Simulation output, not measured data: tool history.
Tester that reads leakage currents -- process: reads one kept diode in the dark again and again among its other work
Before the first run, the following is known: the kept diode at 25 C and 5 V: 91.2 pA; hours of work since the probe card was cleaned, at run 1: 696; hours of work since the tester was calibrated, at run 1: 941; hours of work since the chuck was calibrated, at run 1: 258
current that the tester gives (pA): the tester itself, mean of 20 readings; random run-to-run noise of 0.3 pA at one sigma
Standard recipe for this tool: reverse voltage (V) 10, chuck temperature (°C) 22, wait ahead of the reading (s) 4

run,day,reverse voltage (V),chuck temperature (°C),wait ahead of the reading (s),hours of work since the probe card was cleaned,hours of work since the tester was calibrated,hours of work since the chuck was calibrated,current that the tester gives (pA)
1,0,10,22,4,696,941,258,97.2
2,2.446,10,37,4,722,968,285,324.18
3,5.012,10,37,4,750,995,312,320.78
4,6.575,8.9,22,4,767,1012,329,91.78
5,8.358,10,22,0.98,786,1031,348,97.45
6,10.867,10,22,0.98,813,1058,375,98.41
7,13.146,10,22,0.98,837,1083,400,97.56
8,15.042,10,22,4,858,1103,420,97.48
9,16.888,10,20,4,878,1123,440,82.11
10,18.592,10,22,4,896,1141,458,97.04
11,20.346,17.8,56,4,915,1160,477,1625.07
12,21.792,5.4,26,3.44,930,1176,493,102.61
13,24.292,1.5,37,6.72,957,1203,520,138.07
14,26.533,17.4,26,1.49,981,1227,544,173.78
15,28.292,10.5,42,1.49,1000,1246,563,482.04
16,30.75,10.5,42,1.49,1027,1272,589,477.88
17,33.462,8.7,31,0.44,1056,1302,618,191.87
18,35.896,3.4,33,0.53,1082,1328,645,146.8
19,38.292,15.9,33,3.28,1108,1353,670,291.94

5 options for the next run, each taken on its own from the tool as it stands now. Forecast them:
A,40.321,3.6,26,2.72,1130,1375,692,?
B,40.321,7,35,2.66,1130,1375,692,?
C,40.321,10,22,0.99,1130,1375,692,?
D,40.321,2.2,39,0.59,1130,1375,692,?
E,40.321,4.5,58,3.25,1130,1375,692,?

run,current that the tester gives (pA)
A,85.63
B,235.28
C,97.86
D,191.57
E,1010.92
The same runs, with their run-to-run variation unchanged, on a tool lacking any hidden condition would have given:
run,current that the tester gives (pA)
A,85.6
B,235.19
C,97.79
D,191.52
E,1010.72
